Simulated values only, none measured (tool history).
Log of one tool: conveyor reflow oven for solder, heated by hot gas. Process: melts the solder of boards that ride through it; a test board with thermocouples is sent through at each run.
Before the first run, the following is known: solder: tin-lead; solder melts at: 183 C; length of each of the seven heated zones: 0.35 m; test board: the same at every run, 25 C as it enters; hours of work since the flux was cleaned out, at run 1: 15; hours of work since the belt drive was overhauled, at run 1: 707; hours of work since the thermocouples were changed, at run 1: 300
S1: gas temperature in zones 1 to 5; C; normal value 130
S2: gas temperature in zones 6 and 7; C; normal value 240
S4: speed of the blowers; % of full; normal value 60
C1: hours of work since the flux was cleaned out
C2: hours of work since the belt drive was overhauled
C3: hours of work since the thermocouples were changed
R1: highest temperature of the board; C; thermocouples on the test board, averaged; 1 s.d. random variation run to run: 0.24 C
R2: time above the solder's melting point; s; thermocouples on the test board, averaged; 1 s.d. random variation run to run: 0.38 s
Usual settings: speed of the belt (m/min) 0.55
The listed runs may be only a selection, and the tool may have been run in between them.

Run 1, hour 0: usual settings; C1 15; C2 707; C3 300. Result: R1 223.2 C, R2 58.7 s.
Run 2, hour 63.8: usual settings; C1 62; C2 754; C3 347. Result: R1 223.4 C, R2 60.1 s.
Run 3, hour 100.9: usual settings; C1 89; C2 781; C3 374. Result: R1 223.2 C, R2 59.4 s.
Run 4, hour 165.4: usual settings but S2 255 C; C1 136; C2 829; C3 421. Result: R1 236.4 C, R2 67.3 s.
At hour 207.4: flux residue cleaned out of gas plates and filters.
Run 5, hour 211.9: usual settings but S2 255 C; C1 3; C2 859; C3 452. Result: R1 236.6 C, R2 66.3 s.
Run 6, hour 250.1: usual settings; C1 31; C2 887; C3 480. Result: R1 223.2 C, R2 59.2 s.
Run 7, hour 306.4: usual settings; C1 73; C2 929; C3 521. Result: R1 223.6 C, R2 58.8 s.
Run 8, hour 348.8: usual settings; C1 104; C2 960; C3 553. Result: R1 223.3 C, R2 58.8 s.
Run 9, hour 403.2: usual settings; C1 144; C2 1000; C3 593. Result: R1 223.3 C, R2 59.2 s.
At hour 436.3: flux residue cleaned out of gas plates and filters.
Run 10, hour 469.8: usual settings; C1 25; C2 1045; C3 638. Result: R1 223.4 C, R2 59.1 s.
Run 11, hour 540.4: usual settings but S1 118 C; C1 77; C2 1097; C3 690. Result: R1 221.3 C, R2 54.4 s.
Run 12, hour 579.8: usual settings but S1 118 C; C1 106; C2 1126; C3 719. Result: R1 221.4 C, R2 54.1 s.
Run 13, hour 650.2: usual settings; C1 157; C2 1178; C3 771. Result: R1 223.4 C, R2 59.1 s.
At hour 665.1: flux residue cleaned out of gas plates and filters.
Run 14, hour 707.6: usual settings; C1 31; C2 1216; C3 809. Result: R1 223.3 C, R2 59.2 s.
Run 15, hour 750.7: usual settings; C1 63; C2 1248; C3 841. Result: R1 223.5 C, R2 58.9 s.
At hour 764.2: belt drive overhauled, speed set with a stopwatch.
Run 16, hour 817.6: usual settings but S1 133 C, S4 50 % of full; C1 109; C2 39; C3 887. Result: R1 221 C, R2 58.9 s.
Run 17, hour 863.7: usual settings but S2 247 C; C1 143; C2 73; C3 921. Result: R1 229.4 C, R2 62.7 s.
At hour 897.3: flux residue cleaned out of gas plates and filters.
Run 18, hour 897.3: usual settings but S2 247 C; C1 0; C2 94; C3 942. Result: R1 229.8 C, R2 63.1 s.
Run 19, hour 929.5: usual settings but S2 254 C, speed of the belt (m/min) 0.523; C1 24; C2 118; C3 966. Result: R1 237.7 C, R2 70.7 s.
At hour 937: thermocouples of zones 6 and 7 changed.
Run 20, hour 1001.7: usual settings but S2 254 C, speed of the belt (m/min) 0.523; C1 75; C2 170; C3 48. Result: R1 237.3 C, R2 70.3 s.
Run 21, hour 1035.5: usual settings but S2 254 C, speed of the belt (m/min) 0.523; C1 100; C2 194; C3 72. Result: R1 237.3 C, R2 70.3 s.
Run 22, hour 1078.1: usual settings but S2 241 C, speed of the belt (m/min) 0.523; C1 132; C2 226; C3 104. Result: R1 225.4 C, R2 63.9 s.
Run 23, hour 1106.6: usual settings but speed of the belt (m/min) 0.617, S4 77 % of full; C1 153; C2 247; C3 125. Result: R1 222.7 C, R2 52.3 s.
At hour 1130.2: flux residue cleaned out of gas plates and filters.
Run 24, hour 1145.2: usual settings but speed of the belt (m/min) 0.617, S4 77 % of full; C1 11; C2 271; C3 150. Result: R1 223 C, R2 52.5 s.
Run 25, hour 1196: usual settings but S1 119 C, S2 243 C; C1 48; C2 309; C3 187. Result: R1 224.3 C, R2 56.7 s.
Run 26, hour 1255.1: usual settings but S1 119 C, S2 243 C, speed of the belt (m/min) 0.633, S4 68 % of full; C1 92; C2 352; C3 230. Result: R1 220.9 C, R2 46.6 s.
Run 27, hour 1308.5: usual settings but speed of the belt (m/min) 0.555; C1 131; C2 392; C3 270. Result: R1 222.6 C, R2 58.8 s.
At hour 1357.8: flux residue cleaned out of gas plates and filters.
Run 28, hour 1378.4: usual settings but speed of the belt (m/min) 0.555; C1 15; C2 439; C3 317. Result: R1 223 C, R2 58.1 s.
Run 29, hour 1428.8: usual settings but speed of the belt (m/min) 0.555; C1 52; C2 476; C3 354. Result: R1 223.2 C, R2 58.5 s.

Describe how what the log doesn't record of the tool's condition differs between the last listed run preceding each entry between runs and the first listed run following it.
Run 4 -> run 5: flux residue cleaned out of gas plates and filters (hour 207.4)
  heat that the gas passes to the board, % of a clean oven's: 99.4 -> 100
Run 9 -> run 10: flux residue cleaned out of gas plates and filters (hour 436.3)
  heat that the gas passes to the board, % of a clean oven's: 99.4 -> 99.9
Run 13 -> run 14: flux residue cleaned out of gas plates and filters (hour 665.1)
  heat that the gas passes to the board, % of a clean oven's: 99.4 -> 99.8; belt's true speed, % of the reading: 99.75 -> 99.74; true gas temperature in zones 6 and 7 over the reading, C: 0.12 -> 0.13
Run 15 -> run 16: belt drive overhauled, speed set with a stopwatch (hour 764.2)
  heat that the gas passes to the board, % of a clean oven's: 99.7 -> 99.5; belt's true speed, % of the reading: 99.73 -> 100; true gas temperature in zones 6 and 7 over the reading, C: 0.13 -> 0.14
Run 17 -> run 18: flux residue cleaned out of gas plates and filters (hour 897.3)
  heat that the gas passes to the board, % of a clean oven's: 99.4 -> 99.9
Run 19 -> run 20: thermocouples of zones 6 and 7 changed (hour 937)
  heat that the gas passes to the board, % of a clean oven's: 99.8 -> 99.6; belt's true speed, % of the reading: 99.98 -> 99.97; true gas temperature in zones 6 and 7 over the reading, C: 0.15 -> 0.01
Run 23 -> run 24: flux residue cleaned out of gas plates and filters (hour 1130.2)
  heat that the gas passes to the board, % of a clean oven's: 99.3 -> 99.9
Run 27 -> run 28: flux residue cleaned out of gas plates and filters (hour 1357.8)
  heat that the gas passes to the board, % of a clean oven's: 99.5 -> 99.8; belt's true speed, % of the reading: 99.92 -> 99.91; true gas temperature in zones 6 and 7 over the reading, C: 0.04 -> 0.05
